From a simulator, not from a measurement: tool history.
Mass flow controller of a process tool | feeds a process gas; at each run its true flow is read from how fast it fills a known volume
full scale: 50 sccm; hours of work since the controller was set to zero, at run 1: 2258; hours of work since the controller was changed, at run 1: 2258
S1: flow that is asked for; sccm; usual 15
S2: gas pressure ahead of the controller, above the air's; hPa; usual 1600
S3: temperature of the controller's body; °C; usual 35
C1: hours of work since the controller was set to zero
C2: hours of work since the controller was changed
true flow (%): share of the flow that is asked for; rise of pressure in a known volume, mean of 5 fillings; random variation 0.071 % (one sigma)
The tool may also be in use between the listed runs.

Run 1, day 0: usual settings; C1 2258; C2 2258. Result: true flow (%) 99.27.
Run 2, day 4.479: usual settings but S3 31 °C; C1 2311; C2 2311. Result: true flow (%) 98.88.
Run 3, day 6.571: usual settings; C1 2336; C2 2336. Result: true flow (%) 99.09.
Run 4, day 10.104: usual settings; C1 2378; C2 2378. Result: true flow (%) 99.18.
Run 5, day 14.971: usual settings; C1 2435; C2 2435. Result: true flow (%) 99.18.
Run 6, day 19.367: usual settings but S1 12 sccm, S2 2030 hPa, S3 39 °C; C1 2487; C2 2487. Result: true flow (%) 99.45.
Run 7, day 24.242: usual settings but S1 12 sccm, S2 2490 hPa, S3 27 °C; C1 2545; C2 2545. Result: true flow (%) 98.62.
Run 8, day 28.596: usual settings but S1 17 sccm, S2 2780 hPa; C1 2596; C2 2596. Result: true flow (%) 100.24.
Run 9, day 31.379: usual settings but S1 17 sccm, S2 2780 hPa, S3 24 °C; C1 2629; C2 2629. Result: true flow (%) 99.27.
Run 10, day 35.6: usual settings but S1 9 sccm, S2 2530 hPa, S3 31 °C; C1 2679; C2 2679. Result: true flow (%) 98.4.

4 ways to go on from here, each from the tool as it stands after run 10. What would each give?
Run A, day 40.512: usual settings but S1 9 sccm, S2 1870 hPa, S3 31 °C; C1 2737; C2 2737. Result: true flow (%) ?.
Run B, day 40.512: usual settings but S1 45 sccm, S2 2530 hPa, S3 31 °C; C1 2737; C2 2737. Result: true flow (%) ?.
Run C, day 40.512: usual settings but S3 27 °C; C1 2737; C2 2737. Result: true flow (%) ?.
Run D, day 40.512: usual settings but S1 5 sccm, S3 39 °C; C1 2737; C2 2737. Result: true flow (%) ?.

run  true flow (%)
  A          97.98
  B         101.24
  C          98.41
  D          96.21
Without the tool's hidden state the same runs would have given:
run  true flow (%)
  A          99.48
  B         100.82
  C          98.95
  D          99.63

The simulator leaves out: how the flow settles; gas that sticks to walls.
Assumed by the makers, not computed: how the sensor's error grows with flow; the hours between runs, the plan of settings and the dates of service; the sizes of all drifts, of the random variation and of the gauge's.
